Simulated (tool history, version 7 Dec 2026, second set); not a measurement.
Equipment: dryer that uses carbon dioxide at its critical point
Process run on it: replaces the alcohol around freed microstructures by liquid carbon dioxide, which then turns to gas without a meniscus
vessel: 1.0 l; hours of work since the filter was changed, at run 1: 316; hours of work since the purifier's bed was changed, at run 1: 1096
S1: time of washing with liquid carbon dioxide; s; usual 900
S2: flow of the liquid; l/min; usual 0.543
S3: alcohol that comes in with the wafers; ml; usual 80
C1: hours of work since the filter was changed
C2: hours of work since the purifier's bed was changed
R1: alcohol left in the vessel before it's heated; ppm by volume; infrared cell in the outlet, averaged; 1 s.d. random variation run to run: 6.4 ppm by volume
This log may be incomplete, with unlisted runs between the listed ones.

run	hour	S1	S2	S3	C1	C2	R1
1	0.0	900	0.543	80	316	1096	790
2	55.6	900	0.543	80	350	1130	849
3	95.9	1440	0.543	80	375	1154	272
# hour 115.3: inlet filter changed
4	148.4	1440	0.543	80	20	1186	261
5	198.1	1020	0.543	80	51	1216	378
6	230.7	900	0.543	80	71	1236	560
7	260.7	900	0.543	80	89	1255	578
# hour 296.2: purifier's bed changed
8	319.5	780	0.543	80	123	14	754
9	347.0	720	0.543	26	140	31	357
10	391.5	660	0.803	80	167	58	236
11	421.1	540	0.598	80	185	76	2405
12	464.9	1020	0.612	80	212	103	123
13	511.3	1020	0.612	80	240	131	140
14	550.6	1140	0.543	65	264	156	143
15	600.3	1140	0.543	65	295	186	168
16	640.1	660	0.392	24	319	210	1857

Alternative continuations, all from the tool just after run 16; predict every row:
A	693.1	900	0.543	68	351	243	?
B	693.1	660	0.466	24	351	243	?
C	693.1	1200	0.543	80	351	243	?
D	693.1	600	0.392	36	351	243	?
E	693.1	1380	0.458	31	351	243	?

run	R1
A	561
B	1184
C	162
D	3653
E	109
With no hidden state in the tool, these same runs would have given:
run	R1
A	228
B	676
C	35
D	2430
E	24

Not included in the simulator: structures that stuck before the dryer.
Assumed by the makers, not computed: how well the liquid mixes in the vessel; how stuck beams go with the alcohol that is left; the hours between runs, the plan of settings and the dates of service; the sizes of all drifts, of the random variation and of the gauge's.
